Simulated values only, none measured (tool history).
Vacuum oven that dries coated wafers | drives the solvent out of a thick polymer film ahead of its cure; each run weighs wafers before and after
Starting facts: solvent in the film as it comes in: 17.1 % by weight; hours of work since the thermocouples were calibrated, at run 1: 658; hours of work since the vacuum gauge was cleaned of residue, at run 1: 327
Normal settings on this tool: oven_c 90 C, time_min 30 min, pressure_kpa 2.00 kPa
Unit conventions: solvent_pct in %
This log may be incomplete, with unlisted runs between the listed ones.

run     day  oven_c  time_min  pressure_kpa  hours of work since the thermocouples were calibrated  hours of work since the vacuum gauge was cleaned of residue  solvent_pct
  1   0.000      90        30          2.00                                                    658                                                          327         1.74
  2   2.167      79        30          2.00                                                    698                                                          367         5.17
  3   4.242      79        30          2.00                                                    737                                                          406         5.13
  4   6.325      90        27          2.00                                                    776                                                          445         2.05
  5   8.029      90        27          2.00                                                    808                                                          477         2.10
  6  10.217      82        30          2.00                                                    848                                                          518         4.09
  7  12.300      90        30          2.00                                                    887                                                          557         1.85
  8  13.571      90        30          2.00                                                    911                                                          580         1.81
  9  15.108      90        30          2.00                                                    940                                                          609         1.78
 10  17.504      90        30          1.06                                                    984                                                          654         1.57
 11  19.617      90        46          1.06                                                   1024                                                          693         0.80
     20.192  -- oven's thermocouples calibrated
 12  22.292      90        46          1.06                                                     39                                                          742         0.74
 13  23.712      90        46          1.06                                                     66                                                          768         0.68
 14  26.462      90        20          2.00                                                    117                                                          819         2.83
 15  28.871      90        20          2.53                                                    162                                                          864         3.07
 16  30.733      90        30          2.00                                                    197                                                          899         1.59
 17  32.342      90        30          3.04                                                    227                                                          929         2.19
 18  34.779      90        30          3.04                                                    272                                                          975         2.18
 19  37.212      83        29          3.04                                                    318                                                         1020         4.10
 20  39.258      90        28          2.00                                                    356                                                         1058         1.98
 21  41.133      84        34          2.00                                                    391                                                         1093         2.92
 22  43.388      84        34          1.24                                                    433                                                         1135         2.46
 23  46.079      84        34          1.24                                                    483                                                         1185         2.52
 24  48.296      90        34          1.43                                                    524                                                         1227         1.34
 25  50.108      96        45          2.00                                                    558                                                         1261         0.93
 26  52.354      96        45          2.00                                                    600                                                         1302         0.86
 27  55.088     100        45          4.83                                                    651                                                         1353         1.59
 28  57.412     100        45          4.83                                                    695                                                         1397         1.58
 29  58.771      90        36          2.00                                                    720                                                         1422         1.43
 30  60.304     104        36          2.60                                                    748                                                         1451         0.89
 31  63.138     104        44          2.05                                                    801                                                         1504         0.72
 32  65.967      90        15          4.36                                                    854                                                         1557         5.24
 33  68.717      90        15          4.36                                                    905                                                         1608         5.15
 34  69.942      78        50          1.36                                                    928                                                         1631         3.31
 35  71.200      78        50          1.36                                                    952                                                         1654         3.29
 36  73.400      99        38          2.00                                                    993                                                         1695         0.80

Predict each of these 5 candidate next runs independently; none follows another, all start after run 36:
     75.746  -- oven's thermocouples calibrated
  A  76.179      90        21          1.07                                                      8                                                         1745            ?
     75.746  -- oven's thermocouples calibrated
  B  76.179      90        50          2.00                                                      8                                                         1745            ?
     75.746  -- oven's thermocouples calibrated
  C  76.179      99        48          2.00                                                      8                                                         1745            ?
     75.746  -- oven's thermocouples calibrated
  D  76.179      99        44          1.95                                                      8                                                         1745            ?
     75.746  -- oven's thermocouples calibrated
  E  76.179      90        30          4.50                                                      8                                                         1745            ?

run  solvent_pct
  A         2.48
  B         1.33
  C         0.84
  D         0.83
  E         2.96
With no hidden state in the tool, these same runs would have given:
run  solvent_pct
  A         2.20
  B         1.05
  C         0.64
  D         0.64
  E         2.68

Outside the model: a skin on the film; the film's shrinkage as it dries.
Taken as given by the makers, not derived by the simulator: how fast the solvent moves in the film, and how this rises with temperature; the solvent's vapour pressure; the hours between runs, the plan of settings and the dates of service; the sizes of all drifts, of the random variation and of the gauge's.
